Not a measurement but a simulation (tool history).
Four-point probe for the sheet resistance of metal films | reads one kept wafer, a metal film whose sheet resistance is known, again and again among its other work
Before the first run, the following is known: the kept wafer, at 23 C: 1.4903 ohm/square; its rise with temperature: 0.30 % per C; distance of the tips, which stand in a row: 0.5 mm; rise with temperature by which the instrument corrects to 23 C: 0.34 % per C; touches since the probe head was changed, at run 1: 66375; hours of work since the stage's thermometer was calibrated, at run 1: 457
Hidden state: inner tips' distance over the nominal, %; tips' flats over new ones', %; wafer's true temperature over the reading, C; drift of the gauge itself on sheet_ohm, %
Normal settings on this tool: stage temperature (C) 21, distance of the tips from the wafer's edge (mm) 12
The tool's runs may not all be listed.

| run | hour | stage temperature (C) | distance of the tips from the wafer's edge (mm) | touches since the probe head was changed | hours of work since the stage's thermometer was calibrated | sheet resistance as the instrument gives it (ohm/square) |
|---|---|---|---|---|---|---|
| 1 | 0 | 21 | 12 | 66375 | 457 | 1.49739 |
| 2 | 115.8 | 21 | 12 | 68272 | 509 | 1.497403 |
| 3 | 203.5 | 21 | 12 | 69709 | 549 | 1.497488 |
| 4 | 286.9 | 21 | 12 | 71075 | 588 | 1.497762 |
| 5 | 380.4 | 21 | 12 | 72607 | 630 | 1.498691 |
| 6 | 439.5 | 25 | 12 | 73576 | 657 | 1.496143 |
| 7 | 554.7 | 21 | 31 | 75463 | 710 | 1.497768 |
| 8 | 652.5 | 21 | 31 | 77064 | 754 | 1.497735 |
| 9 | 722.3 | 21 | 31 | 78209 | 786 | 1.497841 |
| 10 | 849 | 21 | 12 | 80284 | 844 | 1.499318 |
| 11 | 917.5 | 21 | 12 | 81406 | 875 | 1.499407 |
| 12 | 1054.3 | 34 | 12 | 83647 | 938 | 1.492662 |
| 13 | 1133.9 | 21 | 12 | 84951 | 974 | 1.500153 |
| 14 | 1253.6 | 21 | 12 | 86912 | 1029 | 1.500582 |
| 15 | 1330.5 | 20 | 51 | 88173 | 1064 | 1.499975 |
| 16 | 1424.3 | 20 | 51 | 89709 | 1107 | 1.500216 |
| 17 | 1549.7 | 25 | 10 | 91765 | 1164 | 1.499251 |
| 18 | 1662.7 | 21 | 42 | 93615 | 1216 | 1.501051 |
| 19 | 1750.2 | 21 | 42 | 95049 | 1256 | 1.500569 |
| 20 | 1808.4 | 25 | 28 | 96002 | 1282 | 1.498553 |
| 21 | 1927.3 | 25 | 45 | 97950 | 1337 | 1.498562 |
| 22 | 2029.4 | 25 | 45 | 99623 | 1383 | 1.498832 |
| 23 | 2111.4 | 30 | 57 | 100966 | 1421 | 1.495985 |
| 24 | 2216.8 | 30 | 57 | 102692 | 1469 | 1.496468 |
|  | 2264.3 | stage's thermometer calibrated |
| 25 | 2342.9 | 30 | 57 | 104752 | 36 | 1.495383 |
| 26 | 2451.6 | 20 | 21 | 106532 | 86 | 1.501868 |
| 27 | 2522.2 | 22 | 3 | 107689 | 118 | 1.523538 |
| 28 | 2631.1 | 34 | 22 | 109473 | 168 | 1.494812 |

Here are 4 independent what-if runs from the current tool condition. What would each one return?
| A | 2705.2 | 19 | 6 | 110686 | 201 | ? |
| B | 2705.2 | 34 | 32 | 110686 | 201 | ? |
| C | 2705.2 | 27 | 6 | 110686 | 201 | ? |
| D | 2705.2 | 22 | 56 | 110686 | 201 | ? |

| run | sheet resistance as the instrument gives it (ohm/square) |
|---|---|
| A | 1.508804 |
| B | 1.495097 |
| C | 1.504531 |
| D | 1.500962 |
With no hidden state in the tool, these same runs would have given:
| run | sheet resistance as the instrument gives it (ohm/square) |
|---|---|
| A | 1.498395 |
| B | 1.484784 |
| C | 1.494153 |
| D | 1.490604 |
